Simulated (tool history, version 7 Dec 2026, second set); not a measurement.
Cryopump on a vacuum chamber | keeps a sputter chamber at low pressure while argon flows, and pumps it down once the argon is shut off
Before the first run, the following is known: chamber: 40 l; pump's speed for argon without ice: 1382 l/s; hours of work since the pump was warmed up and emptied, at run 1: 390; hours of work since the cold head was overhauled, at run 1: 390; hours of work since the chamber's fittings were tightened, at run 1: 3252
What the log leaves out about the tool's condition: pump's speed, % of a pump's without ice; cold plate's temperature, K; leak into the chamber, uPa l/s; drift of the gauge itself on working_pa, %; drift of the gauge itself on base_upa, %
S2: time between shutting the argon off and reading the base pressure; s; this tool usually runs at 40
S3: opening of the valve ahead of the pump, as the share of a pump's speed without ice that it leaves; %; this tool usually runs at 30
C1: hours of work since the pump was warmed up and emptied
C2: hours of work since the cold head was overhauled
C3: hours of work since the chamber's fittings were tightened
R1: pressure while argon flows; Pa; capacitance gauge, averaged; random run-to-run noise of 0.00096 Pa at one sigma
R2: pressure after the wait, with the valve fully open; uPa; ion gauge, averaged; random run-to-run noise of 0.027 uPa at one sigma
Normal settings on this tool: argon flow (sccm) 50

run 1 day=0.000 | argon_flow_(sccm)=50 S2=40 S3=30 | C1=390 C2=390 C3=3252 | R1=0.2135 R2=2.24
run 2 day=0.558 | argon_flow_(sccm)=50 S2=40 S3=30 | C1=398 C2=398 C3=3260 | R1=0.2116 R2=2.23
run 3 day=1.075 | argon_flow_(sccm)=50 S2=40 S3=30 | C1=405 C2=405 C3=3267 | R1=0.2111 R2=2.28
-- day=1.725 leaking fittings of the chamber tightened, without venting
run 4 day=1.904 | argon_flow_(sccm)=50 S2=72 S3=30 | C1=415 C2=415 C3=2 | R1=0.2113 R2=0.80
run 5 day=2.329 | argon_flow_(sccm)=50 S2=72 S3=30 | C1=421 C2=421 C3=8 | R1=0.2124 R2=0.79
run 6 day=2.971 | argon_flow_(sccm)=50 S2=40 S3=30 | C1=430 C2=430 C3=17 | R1=0.2115 R2=1.21
run 7 day=3.421 | argon_flow_(sccm)=50 S2=40 S3=30 | C1=436 C2=436 C3=24 | R1=0.2119 R2=1.28
run 8 day=4.183 | argon_flow_(sccm)=50 S2=40 S3=30 | C1=447 C2=447 C3=34 | R1=0.2124 R2=1.25
run 9 day=4.967 | argon_flow_(sccm)=66 S2=40 S3=30 | C1=457 C2=457 C3=45 | R1=0.2787 R2=1.21
run 10 day=5.512 | argon_flow_(sccm)=66 S2=40 S3=30 | C1=465 C2=465 C3=52 | R1=0.2799 R2=1.23
run 11 day=6.229 | argon_flow_(sccm)=66 S2=40 S3=30 | C1=475 C2=475 C3=62 | R1=0.2795 R2=1.23
run 12 day=6.950 | argon_flow_(sccm)=66 S2=40 S3=30 | C1=485 C2=485 C3=72 | R1=0.2819 R2=1.28
run 13 day=7.408 | argon_flow_(sccm)=66 S2=40 S3=30 | C1=491 C2=491 C3=79 | R1=0.2799 R2=1.25
run 14 day=8.038 | argon_flow_(sccm)=32 S2=152 S3=30 | C1=500 C2=500 C3=87 | R1=0.1353 R2=0.54
run 15 day=8.825 | argon_flow_(sccm)=32 S2=152 S3=30 | C1=511 C2=511 C3=98 | R1=0.1360 R2=0.52
run 16 day=9.246 | argon_flow_(sccm)=30 S2=90 S3=21 | C1=517 C2=517 C3=104 | R1=0.1804 R2=0.72
run 17 day=10.042 | argon_flow_(sccm)=77 S2=43 S3=21 | C1=528 C2=528 C3=115 | R1=0.4614 R2=1.16
run 18 day=10.596 | argon_flow_(sccm)=77 S2=43 S3=21 | C1=535 C2=535 C3=123 | R1=0.4612 R2=1.19
run 19 day=11.096 | argon_flow_(sccm)=77 S2=43 S3=21 | C1=542 C2=542 C3=130 | R1=0.4642 R2=1.22
run 20 day=11.583 | argon_flow_(sccm)=63 S2=245 S3=22 | C1=549 C2=549 C3=137 | R1=0.3596 R2=0.50
run 21 day=11.942 | argon_flow_(sccm)=56 S2=40 S3=22 | C1=554 C2=554 C3=142 | R1=0.3245 R2=1.25
run 22 day=12.542 | argon_flow_(sccm)=56 S2=40 S3=22 | C1=562 C2=562 C3=150 | R1=0.3250 R2=1.25
run 23 day=13.146 | argon_flow_(sccm)=25 S2=38 S3=21 | C1=571 C2=571 C3=158 | R1=0.1491 R2=1.30
run 24 day=13.721 | argon_flow_(sccm)=50 S2=161 S3=30 | C1=579 C2=579 C3=166 | R1=0.2137 R2=0.60
run 25 day=14.375 | argon_flow_(sccm)=49 S2=161 S3=54 | C1=588 C2=588 C3=175 | R1=0.1220 R2=0.55

5 options for the next run, each taken on its own from the tool as it stands now. Forecast them:
run A day=14.708 | argon_flow_(sccm)=70 S2=172 S3=23 | C1=592 C2=592 C3=180 | R1=? R2=?
run B day=14.708 | argon_flow_(sccm)=50 S2=40 S3=23 | C1=592 C2=592 C3=180 | R1=? R2=?
run C day=14.708 | argon_flow_(sccm)=49 S2=161 S3=35 | C1=592 C2=592 C3=180 | R1=? R2=?
run D day=14.708 | argon_flow_(sccm)=49 S2=246 S3=24 | C1=592 C2=592 C3=180 | R1=? R2=?
run E day=14.708 | argon_flow_(sccm)=97 S2=28 S3=54 | C1=592 C2=592 C3=180 | R1=? R2=?

run=A R1=0.3854 R2=0.58
run=B R1=0.2783 R2=1.29
run=C R1=0.1820 R2=0.58
run=D R1=0.2609 R2=0.49
run=E R1=0.2405 R2=1.67
Stripped of hidden state, with their random variation kept, the same runs would have yielded:
run=A R1=0.3702 R2=0.46
run=B R1=0.2674 R2=1.17
run=C R1=0.1714 R2=0.46
run=D R1=0.2503 R2=0.37
run=E R1=0.2195 R2=1.55
